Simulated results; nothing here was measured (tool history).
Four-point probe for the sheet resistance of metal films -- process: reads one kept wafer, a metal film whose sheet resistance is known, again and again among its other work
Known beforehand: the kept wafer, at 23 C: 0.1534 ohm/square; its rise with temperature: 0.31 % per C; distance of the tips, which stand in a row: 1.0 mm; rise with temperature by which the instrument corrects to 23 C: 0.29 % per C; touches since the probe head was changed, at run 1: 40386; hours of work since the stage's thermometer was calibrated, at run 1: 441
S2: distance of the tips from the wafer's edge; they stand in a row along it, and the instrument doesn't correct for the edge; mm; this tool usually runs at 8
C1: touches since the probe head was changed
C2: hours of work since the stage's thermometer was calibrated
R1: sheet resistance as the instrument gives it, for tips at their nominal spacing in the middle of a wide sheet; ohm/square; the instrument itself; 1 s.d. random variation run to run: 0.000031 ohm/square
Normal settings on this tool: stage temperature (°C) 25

run 1 hour=0 | stage_temperature_(°C)=25 S2=8 | C1=40386 C2=441 | R1=0.155038
run 2 hour=49.6 | stage_temperature_(°C)=25 S2=8 | C1=41388 C2=471 | R1=0.155067
run 3 hour=100.4 | stage_temperature_(°C)=25 S2=8 | C1=42415 C2=501 | R1=0.155085
run 4 hour=129.2 | stage_temperature_(°C)=25 S2=3 | C1=42995 C2=519 | R1=0.162399
run 5 hour=168.8 | stage_temperature_(°C)=25 S2=8 | C1=43795 C2=543 | R1=0.155072
run 6 hour=211 | stage_temperature_(°C)=25 S2=8 | C1=44648 C2=568 | R1=0.155134
run 7 hour=250.5 | stage_temperature_(°C)=25 S2=8 | C1=45447 C2=592 | R1=0.155013
run 8 hour=286.5 | stage_temperature_(°C)=25 S2=20 | C1=46174 C2=614 | R1=0.154054
run 9 hour=326.7 | stage_temperature_(°C)=25 S2=20 | C1=46987 C2=638 | R1=0.153999
run 10 hour=362.6 | stage_temperature_(°C)=25 S2=20 | C1=47711 C2=660 | R1=0.154036
run 11 hour=397.7 | stage_temperature_(°C)=25 S2=8 | C1=48419 C2=681 | R1=0.155075
run 12 hour=439.3 | stage_temperature_(°C)=21 S2=8 | C1=49260 C2=706 | R1=0.155014
run 13 hour=493.4 | stage_temperature_(°C)=33 S2=12 | C1=50353 C2=739 | R1=0.154706
run 14 hour=531.5 | stage_temperature_(°C)=29 S2=3 | C1=51122 C2=762 | R1=0.162695
run 15 hour=584.2 | stage_temperature_(°C)=25 S2=63 | C1=52187 C2=793 | R1=0.153892
-- hour=588.8 stage's thermometer calibrated
run 16 hour=616.4 | stage_temperature_(°C)=27 S2=14 | C1=52828 C2=17 | R1=0.154309
run 17 hour=656.6 | stage_temperature_(°C)=27 S2=14 | C1=53639 C2=41 | R1=0.154299
run 18 hour=688.9 | stage_temperature_(°C)=27 S2=14 | C1=54292 C2=60 | R1=0.15434
run 19 hour=722.4 | stage_temperature_(°C)=30 S2=22 | C1=54969 C2=81 | R1=0.154255
run 20 hour=774.4 | stage_temperature_(°C)=30 S2=22 | C1=56019 C2=112 | R1=0.154252
run 21 hour=812.6 | stage_temperature_(°C)=24 S2=10 | C1=56791 C2=135 | R1=0.154663
-- hour=863.9 stage's thermometer calibrated, once more
run 22 hour=865.4 | stage_temperature_(°C)=24 S2=10 | C1=57848 C2=1 | R1=0.154781
run 23 hour=889.9 | stage_temperature_(°C)=24 S2=10 | C1=58342 C2=16 | R1=0.154783

Consider 5 possible next runs. They are alternatives, not a sequence: every one starts from the tool as it was left by run 23. What does each give?
run A hour=925.4 | stage_temperature_(°C)=33 S2=28 | C1=59060 C2=37 | R1=?
run B hour=925.4 | stage_temperature_(°C)=19 S2=3 | C1=59060 C2=37 | R1=?
run C hour=925.4 | stage_temperature_(°C)=32 S2=8 | C1=59060 C2=37 | R1=?
run D hour=925.4 | stage_temperature_(°C)=21 S2=20 | C1=59060 C2=37 | R1=?
run E hour=925.4 | stage_temperature_(°C)=20 S2=5 | C1=59060 C2=37 | R1=?

run=A R1=0.154373
run=B R1=0.162364
run=C R1=0.155562
run=D R1=0.154065
run=E R1=0.157029
Had the tool no hidden state, the same runs would have come out as:
run=A R1=0.153871
run=B R1=0.161837
run=C R1=0.155057
run=D R1=0.153564
run=E R1=0.156518
